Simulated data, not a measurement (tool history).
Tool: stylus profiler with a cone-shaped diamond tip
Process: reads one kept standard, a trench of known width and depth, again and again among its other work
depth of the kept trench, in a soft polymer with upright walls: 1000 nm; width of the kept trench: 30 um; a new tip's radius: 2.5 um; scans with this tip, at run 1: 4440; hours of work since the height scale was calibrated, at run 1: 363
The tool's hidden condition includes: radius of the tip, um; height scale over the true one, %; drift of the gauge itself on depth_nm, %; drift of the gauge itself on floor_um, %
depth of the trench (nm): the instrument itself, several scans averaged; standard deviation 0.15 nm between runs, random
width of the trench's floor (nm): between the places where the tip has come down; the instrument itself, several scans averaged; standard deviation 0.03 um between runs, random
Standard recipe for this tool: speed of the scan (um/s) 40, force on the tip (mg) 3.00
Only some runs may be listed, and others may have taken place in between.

run,day,speed of the scan (um/s),force on the tip (mg),scans with this tip,hours of work since the height scale was calibrated,depth of the trench (nm),width of the trench's floor (nm)
1,0.000,40,3.00,4440,363,1004.64,25270
2,1.025,40,4.08,4573,374,1006.21,25260
3,3.142,40,3.00,4848,396,1004.57,25130
4,5.292,40,1.30,5127,419,1001.33,25050
5,7.217,40,2.12,5378,439,1002.97,25070
6,8.371,40,2.12,5528,452,1002.71,25100
7,9.275,77,2.12,5645,461,1002.85,24880
8,10.988,40,3.00,5868,479,1004.14,25050
9,12.162,40,3.00,6021,492,1003.62,25100
10,13.171,40,2.42,6152,503,1002.95,24990
11,14.883,40,1.42,6374,521,1001.40,24940
12,15.771,21,3.00,6489,530,1003.85,25130
13,16.729,30,3.00,6614,540,1003.98,25090
14,17.792,30,3.00,6752,552,1004.14,25040
15,19.179,43,1.94,6932,566,1002.17,24870
16,20.300,59,1.88,7078,578,1001.67,24870
17,21.188,20,1.88,7193,588,1001.76,25060
18,22.071,129,1.09,7309,597,1000.15,24340
19,23.688,129,1.09,7518,614,1000.20,24380
20,25.854,129,1.09,7800,637,999.98,24300
21,27.846,129,1.09,8059,658,1000.06,24270
22,28.867,50,8.52,8192,669,1010.46,24920
23,30.050,37,1.06,8346,682,1000.10,24750
24,31.225,156,4.35,8498,694,1005.02,24460
25,33.312,11,1.72,8769,717,1001.07,24890
26,34.558,11,1.72,8931,730,1000.87,24870
27,36.175,38,1.17,9142,747,1000.11,24650
28,38.012,53,3.83,9380,766,1004.33,24740

What if the next run were any one of these 4? Each begins from the tool's condition after run 28:
A,39.650,49,4.63,9593,784,?,?
B,39.650,62,3.80,9593,784,?,?
C,39.650,22,3.83,9593,784,?,?
D,39.650,43,3.15,9593,784,?,?

run,depth of the trench (nm),width of the trench's floor (nm)
A,1005.25,24700
B,1004.19,24660
C,1004.41,24730
D,1003.33,24660
Without the tool's unlogged condition, the same runs would have read:
run,depth of the trench (nm),width of the trench's floor (nm)
A,1009.26,25860
B,1008.20,25820
C,1008.42,25890
D,1007.33,25820

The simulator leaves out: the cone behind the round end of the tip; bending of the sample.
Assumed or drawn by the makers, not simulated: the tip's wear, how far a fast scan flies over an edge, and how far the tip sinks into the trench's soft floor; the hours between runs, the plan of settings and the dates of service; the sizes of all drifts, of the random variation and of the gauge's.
